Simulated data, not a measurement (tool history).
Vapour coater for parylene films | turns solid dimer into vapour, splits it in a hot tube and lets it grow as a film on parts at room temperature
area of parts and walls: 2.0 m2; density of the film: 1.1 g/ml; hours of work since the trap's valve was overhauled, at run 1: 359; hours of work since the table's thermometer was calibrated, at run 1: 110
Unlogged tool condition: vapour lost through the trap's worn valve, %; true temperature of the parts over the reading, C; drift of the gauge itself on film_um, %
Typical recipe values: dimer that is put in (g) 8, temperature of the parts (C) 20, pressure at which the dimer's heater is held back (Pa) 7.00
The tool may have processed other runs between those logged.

run	day	dimer that is put in (g)	temperature of the parts (C)	pressure at which the dimer's heater is held back (Pa)	hours of work since the trap's valve was overhauled	hours of work since the table's thermometer was calibrated	thickness of the film (um)
1	0.000	8	20	7.00	359	110	1.58
2	0.933	8	20	7.00	371	122	1.54
# day 1.700: trap's valve overhauled
3	2.100	8	20	7.00	5	134	1.80
4	3.067	8	20	7.00	17	146	1.81
5	4.225	8	20	7.00	31	160	1.76
6	5.008	8	20	9.52	41	170	1.72
7	5.721	7	20	7.00	50	179	1.56
8	6.471	8	20	4.87	59	188	1.83
9	7.558	8	20	7.00	73	202	1.77
10	8.921	8	19	7.00	89	219	1.79
11	10.158	8	20	3.85	105	234	1.85
12	11.425	8	20	3.85	120	250	1.89
13	12.246	8	20	3.85	131	260	1.83
14	13.179	8	20	3.85	142	271	1.77
15	14.171	8	20	3.85	154	284	1.81
# day 14.329: table's thermometer calibrated
16	14.888	8	20	3.85	163	7	1.83
17	16.204	8	20	3.85	179	23	1.78
18	17.392	8	20	7.00	194	38	1.67
19	18.579	8	20	7.00	208	53	1.69
20	19.683	8	20	7.00	222	66	1.68
21	20.433	8	20	7.00	231	76	1.69
# day 21.412: table's thermometer calibrated, once more
22	21.721	8	26	7.00	247	4	1.39
23	22.579	8	26	7.00	257	14	1.35
24	23.317	8	26	7.00	267	24	1.34
25	23.892	8	26	4.40	274	31	1.40
26	24.667	7	19	7.00	283	40	1.51
27	25.767	8	24	2.45	297	54	1.57
28	26.550	8	24	2.45	307	64	1.54
29	27.896	11	14	2.45	323	80	2.98
30	28.583	10	24	2.92	332	89	1.91
31	29.454	5	28	3.59	343	100	0.83
32	30.558	5	20	8.39	356	113	1.03
33	31.400	3	17	5.93	367	124	0.68
34	31.992	3	16	5.93	374	131	0.70
# day 32.588: trap's valve overhauled
35	33.183	10	12	4.48	7	144	3.07
36	34.375	10	12	4.48	22	158	3.09
37	35.733	10	12	4.48	39	175	3.01
38	36.371	5	13	5.45	47	183	1.42
39	37.121	7	13	5.45	56	192	2.01
40	37.992	7	13	5.45	67	203	2.00
41	38.925	4	30	7.00	78	215	0.63
42	39.733	12	25	7.00	88	225	2.22
43	40.979	12	25	7.00	104	240	2.24
44	41.688	8	20	4.50	113	249	1.86
45	42.762	12	29	7.00	126	262	1.91
46	43.725	6	25	3.67	138	274	1.16
47	44.738	10	29	7.00	150	287	1.63

Take each entry between the runs: how does the hidden state at the last listed run before it differ from the hidden state at the first listed run after it?
Between runs 2 and 3: trap's valve overhauled (day 1.700)
  vapour lost through the trap's worn valve, %: 14.3 -> 0.4
  measured minus no-state result, thickness of the film (um): -0.27 -> -0.01
Between runs 15 and 16: table's thermometer calibrated (day 14.329)
  vapour lost through the trap's worn valve, %: 5.7 -> 6; true temperature of the parts over the reading, C: 0.17 -> 0.25
  measured minus no-state result, thickness of the film (um): -0.12 -> -0.13
Between runs 21 and 22: table's thermometer calibrated, once more (day 21.412)
  vapour lost through the trap's worn valve, %: 8.5 -> 9; true temperature of the parts over the reading, C: 0.27 -> -0.06
  measured minus no-state result, thickness of the film (um): -0.17 -> -0.13
Between runs 34 and 35: trap's valve overhauled (day 32.588)
  vapour lost through the trap's worn valve, %: 13.4 -> 0.6
  measured minus no-state result, thickness of the film (um): -0.11 -> -0.02
